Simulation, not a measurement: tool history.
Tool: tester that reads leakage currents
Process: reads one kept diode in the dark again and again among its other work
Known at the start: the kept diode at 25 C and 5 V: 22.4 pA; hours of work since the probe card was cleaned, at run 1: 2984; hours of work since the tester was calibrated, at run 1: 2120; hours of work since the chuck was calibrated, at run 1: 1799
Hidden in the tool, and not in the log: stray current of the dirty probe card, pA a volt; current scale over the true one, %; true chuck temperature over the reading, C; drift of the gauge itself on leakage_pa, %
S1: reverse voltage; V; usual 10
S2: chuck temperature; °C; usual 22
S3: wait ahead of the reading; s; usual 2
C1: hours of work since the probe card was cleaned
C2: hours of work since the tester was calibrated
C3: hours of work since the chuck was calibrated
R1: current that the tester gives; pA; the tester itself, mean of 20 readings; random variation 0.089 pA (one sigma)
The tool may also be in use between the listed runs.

run 1 hour=0 | S1=10 S2=22 S3=2 | C1=2984 C2=2120 C3=1799 | R1=37.81
run 2 hour=159.3 | S1=10 S2=22 S3=2 | C1=3091 C2=2228 C3=1906 | R1=38.8
run 3 hour=285.2 | S1=10 S2=22 S3=4.65 | C1=3176 C2=2312 C3=1991 | R1=38.13
run 4 hour=409.7 | S1=10 S2=22 S3=4.65 | C1=3260 C2=2396 C3=2075 | R1=38.73
run 5 hour=623.3 | S1=10 S2=22 S3=4.65 | C1=3404 C2=2540 C3=2218 | R1=39.68
run 6 hour=808.8 | S1=10 S2=22 S3=4.65 | C1=3529 C2=2665 C3=2343 | R1=39.99
run 7 hour=920.4 | S1=10 S2=22 S3=4.65 | C1=3604 C2=2740 C3=2418 | R1=40.62
-- hour=939 chuck's temperature calibrated
run 8 hour=1124 | S1=10 S2=22 S3=2 | C1=3739 C2=2875 C3=124 | R1=38.04
-- hour=1177.7 probe card cleaned and baked
run 9 hour=1299.1 | S1=10 S2=22 S3=2 | C1=82 C2=2991 C3=240 | R1=25.81
run 10 hour=1439.1 | S1=10 S2=22 S3=2 | C1=176 C2=3085 C3=334 | R1=26.23
run 11 hour=1603.5 | S1=10 S2=22 S3=2 | C1=287 C2=3196 C3=445 | R1=26.68
run 12 hour=1848 | S1=6.8 S2=25 S3=2 | C1=451 C2=3361 C3=610 | R1=28.86
run 13 hour=2045.7 | S1=10 S2=23 S3=8.28 | C1=584 C2=3494 C3=743 | R1=29.03

The next listed run, before its measurement:
run 14 hour=2283 | S1=10 S2=23 S3=8.28 | C1=744 C2=3653 C3=902 | R1=?

{"run 14": {"R1": 30.01}}
Without the tool's hidden state the same run would have given R1 25.21 pA.
